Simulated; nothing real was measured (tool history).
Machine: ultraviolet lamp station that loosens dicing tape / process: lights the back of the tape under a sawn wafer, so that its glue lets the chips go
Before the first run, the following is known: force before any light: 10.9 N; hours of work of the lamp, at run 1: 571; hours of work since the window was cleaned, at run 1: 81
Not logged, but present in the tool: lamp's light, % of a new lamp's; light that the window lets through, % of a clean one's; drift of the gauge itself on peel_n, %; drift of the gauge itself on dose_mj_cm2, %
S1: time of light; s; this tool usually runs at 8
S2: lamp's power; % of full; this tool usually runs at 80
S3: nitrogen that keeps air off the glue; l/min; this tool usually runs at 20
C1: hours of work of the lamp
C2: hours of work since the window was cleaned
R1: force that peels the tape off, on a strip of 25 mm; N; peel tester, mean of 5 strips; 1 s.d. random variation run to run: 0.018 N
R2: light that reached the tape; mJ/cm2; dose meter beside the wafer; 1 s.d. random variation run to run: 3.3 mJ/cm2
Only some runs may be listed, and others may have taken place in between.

| run | hour | S1 | S2 | S3 | C1 | C2 | R1 | R2 |
|---|---|---|---|---|---|---|---|---|
| 1 | 0.0 | 8 | 80 | 20 | 571 | 81 | 1.489 | 392 |
| 2 | 15.2 | 9 | 80 | 20 | 583 | 93 | 1.228 | 437 |
| 3 | 31.9 | 9 | 80 | 20 | 596 | 107 | 1.204 | 430 |
| 4 | 51.7 | 9 | 80 | 20 | 612 | 122 | 1.305 | 431 |
| 5 | 64.0 | 9 | 80 | 20 | 622 | 132 | 1.331 | 429 |
| 6 | 77.1 | 12 | 80 | 20 | 632 | 143 | 0.755 | 560 |
| 7 | 92.1 | 8 | 80 | 20 | 644 | 154 | 1.669 | 370 |
| 8 | 103.6 | 8 | 80 | 20 | 653 | 164 | 1.724 | 369 |
|  | 114.4 | lamp changed |
| 9 | 124.4 | 8 | 66 | 20 | 8 | 179 | 1.509 | 399 |
| 10 | 137.9 | 8 | 66 | 20 | 19 | 190 | 1.494 | 394 |
| 11 | 159.9 | 8 | 66 | 20 | 36 | 208 | 1.537 | 393 |
| 12 | 173.2 | 8 | 80 | 20 | 47 | 218 | 1.089 | 467 |
| 13 | 187.1 | 8 | 80 | 20 | 58 | 229 | 1.102 | 470 |
| 14 | 201.7 | 10 | 80 | 20 | 69 | 241 | 0.663 | 581 |
| 15 | 219.2 | 10 | 80 | 20 | 83 | 255 | 0.704 | 567 |
| 16 | 231.6 | 8 | 92 | 31 | 93 | 264 | 0.651 | 523 |
| 17 | 251.3 | 15 | 80 | 24 | 109 | 280 | 0.265 | 839 |
| 18 | 263.2 | 15 | 80 | 24 | 118 | 290 | 0.277 | 845 |
| 19 | 285.8 | 6 | 88 | 24 | 136 | 308 | 1.531 | 367 |
| 20 | 311.3 | 8 | 74 | 20 | 156 | 328 | 1.476 | 404 |
| 21 | 330.5 | 10 | 64 | 20 | 172 | 343 | 1.281 | 434 |
| 22 | 346.8 | 10 | 63 | 20 | 185 | 356 | 1.348 | 420 |
| 23 | 367.4 | 10 | 63 | 20 | 201 | 372 | 1.348 | 414 |
|  | 371.7 | window cleaned of glue's vapour |
| 24 | 386.5 | 12 | 92 | 9 | 216 | 12 | 0.622 | 811 |
| 25 | 404.9 | 12 | 92 | 9 | 230 | 26 | 0.653 | 787 |
| 26 | 424.3 | 8 | 94 | 20 | 246 | 42 | 0.804 | 539 |
| 27 | 445.5 | 11 | 83 | 16 | 263 | 59 | 0.635 | 641 |
| 28 | 465.6 | 8 | 77 | 14 | 279 | 75 | 1.595 | 433 |
| 29 | 486.2 | 13 | 91 | 26 | 295 | 91 | 0.263 | 813 |

Selected run-to-run steps in R1, each split into two signed amounts: the part the tool would show with no hidden state at all (from settings, incoming material and random variation), and the remainder, which goes to the hidden state together with any gauge scatter not common to the measured and the hidden-state-free results:
Run 6 -> 7: S1 12 -> 8. R1 +0.914 N: hidden state +0.414, all else +0.500.
Run 8 -> 9: S2 80 -> 66, lamp changed. R1 -0.215 N: hidden state -0.651, all else +0.436.
Run 18 -> 19: S1 15 -> 6, S2 80 -> 88. R1 +1.254 N: hidden state +0.348, all else +0.906.
Run 28 -> 29: S1 8 -> 13, S2 77 -> 91, S3 14 -> 26. R1 -1.332 N: hidden state -0.339, all else -0.993.
